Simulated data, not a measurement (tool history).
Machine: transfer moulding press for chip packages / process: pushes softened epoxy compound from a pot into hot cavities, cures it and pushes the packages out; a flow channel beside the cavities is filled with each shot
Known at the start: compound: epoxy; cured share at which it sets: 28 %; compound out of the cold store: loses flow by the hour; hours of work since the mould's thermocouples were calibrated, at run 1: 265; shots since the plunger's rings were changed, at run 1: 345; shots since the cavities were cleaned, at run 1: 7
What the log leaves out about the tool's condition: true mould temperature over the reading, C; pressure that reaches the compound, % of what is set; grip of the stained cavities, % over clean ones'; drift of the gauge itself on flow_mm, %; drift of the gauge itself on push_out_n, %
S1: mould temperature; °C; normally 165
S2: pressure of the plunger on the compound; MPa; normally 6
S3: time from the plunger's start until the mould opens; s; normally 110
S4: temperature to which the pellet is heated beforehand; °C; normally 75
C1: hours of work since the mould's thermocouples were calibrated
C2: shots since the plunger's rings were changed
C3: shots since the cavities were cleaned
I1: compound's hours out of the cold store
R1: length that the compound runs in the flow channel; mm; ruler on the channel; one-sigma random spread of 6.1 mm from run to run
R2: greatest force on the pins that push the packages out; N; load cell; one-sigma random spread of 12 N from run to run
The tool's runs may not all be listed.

Run 1, hour 0: usual settings; C1 265; C2 345; C3 7; I1 38.6. Result: R1 729 mm, R2 591 N.
Run 2, hour 8.7: usual settings; C1 270; C2 433; C3 95; I1 15.9. Result: R1 778 mm, R2 774 N.
Run 3, hour 18.7: usual settings; C1 277; C2 535; C3 197; I1 28.4. Result: R1 735 mm, R2 836 N.
Run 4, hour 26.5: usual settings; C1 281; C2 613; C3 275; I1 10.1. Result: R1 787 mm, R2 950 N.
Run 5, hour 36.2: usual settings; C1 288; C2 712; C3 374; I1 35.2. Result: R1 725 mm, R2 1029 N.
Run 6, hour 53.8: usual settings; C1 299; C2 890; C3 552; I1 45.8. Result: R1 695 mm, R2 1077 N.
At hour 68.1: cavities cleaned with cleaning compound and waxed.
Run 7, hour 68.8: usual settings; C1 308; C2 1027; C3 6; I1 27.5. Result: R1 731 mm, R2 600 N.
Run 8, hour 86.8: usual settings; C1 319; C2 1209; C3 188; I1 27.5. Result: R1 732 mm, R2 823 N.
Run 9, hour 98.5: usual settings; C1 327; C2 1329; C3 308; I1 21.1. Result: R1 732 mm, R2 975 N.
Run 10, hour 113.6: usual settings but S1 167 °C, S2 7.06 MPa, S3 122 s, S4 69 °C; C1 336; C2 1481; C3 460; I1 44.7. Result: R1 752 mm, R2 825 N.
At hour 117.2: mould's thermocouples calibrated.
Run 11, hour 132.9: usual settings but S1 167 °C, S2 7.06 MPa, S3 122 s, S4 69 °C; C1 10; C2 1656; C3 635; I1 47.1. Result: R1 740 mm, R2 874 N.
At hour 138.8: cavities cleaned with cleaning compound and waxed.
At hour 145.5: mould's thermocouples calibrated, once more.
Run 12, hour 152.5: usual settings but S2 6.38 MPa, S4 84 °C; C1 4; C2 1820; C3 119; I1 31.1. Result: R1 749 mm, R2 707 N.
Run 13, hour 170.7: usual settings but S1 161 °C, S2 4.83 MPa, S3 107 s, S4 71 °C; C1 16; C2 2004; C3 303; I1 45.2. Result: R1 626 mm, R2 1292 N.
Run 14, hour 183.6: usual settings but S1 163 °C, S2 4.83 MPa, S3 107 s, S4 71 °C; C1 24; C2 2135; C3 434; I1 21.3. Result: R1 666 mm, R2 1209 N.
Run 15, hour 200.7: usual settings but S1 157 °C, S2 6.73 MPa, S3 133 s, S4 85 °C; C1 35; C2 2308; C3 607; I1 17.6. Result: R1 820 mm, R2 1322 N.
At hour 209.2: cavities cleaned with cleaning compound and waxed.
Run 16, hour 219.3: usual settings but S1 159 °C, S2 6.39 MPa; C1 46; C2 2482; C3 103; I1 8.5. Result: R1 797 mm, R2 1189 N.

Consider 5 possible next runs. They are alternatives, not a sequence: every one starts from the tool as it was left by run 16. What does each give?
Run A, hour 230.7: usual settings but S1 160 °C, S2 6.39 MPa, S4 78 °C; C1 54; C2 2597; C3 218; I1 39.4. Result: R1 ?, R2 ?.
Run B, hour 230.7: usual settings but S2 5.72 MPa, S3 136 s, S4 80 °C; C1 54; C2 2597; C3 218; I1 35.3. Result: R1 ?, R2 ?.
Run C, hour 230.7: usual settings but S1 159 °C, S2 5.39 MPa, S3 132 s, S4 73 °C; C1 54; C2 2597; C3 218; I1 41.5. Result: R1 ?, R2 ?.
Run D, hour 230.7: usual settings but S1 171 °C, S2 6.39 MPa; C1 54; C2 2597; C3 218; I1 44.8. Result: R1 ?, R2 ?.
Run E, hour 230.7: usual settings but S1 172 °C, S2 4.97 MPa, S3 125 s; C1 54; C2 2597; C3 218; I1 24.4. Result: R1 ?, R2 ?.

run   R1    R2
  A  728  1207
  B  672   655
  C  660   909
  D  695   645
  E  631   600
Take away the tool's hidden state, keep each run's random variation, and the runs would have read:
run   R1   R2
  A  769  803
  B  709  433
  C  696  605
  D  734  426
  E  666  395

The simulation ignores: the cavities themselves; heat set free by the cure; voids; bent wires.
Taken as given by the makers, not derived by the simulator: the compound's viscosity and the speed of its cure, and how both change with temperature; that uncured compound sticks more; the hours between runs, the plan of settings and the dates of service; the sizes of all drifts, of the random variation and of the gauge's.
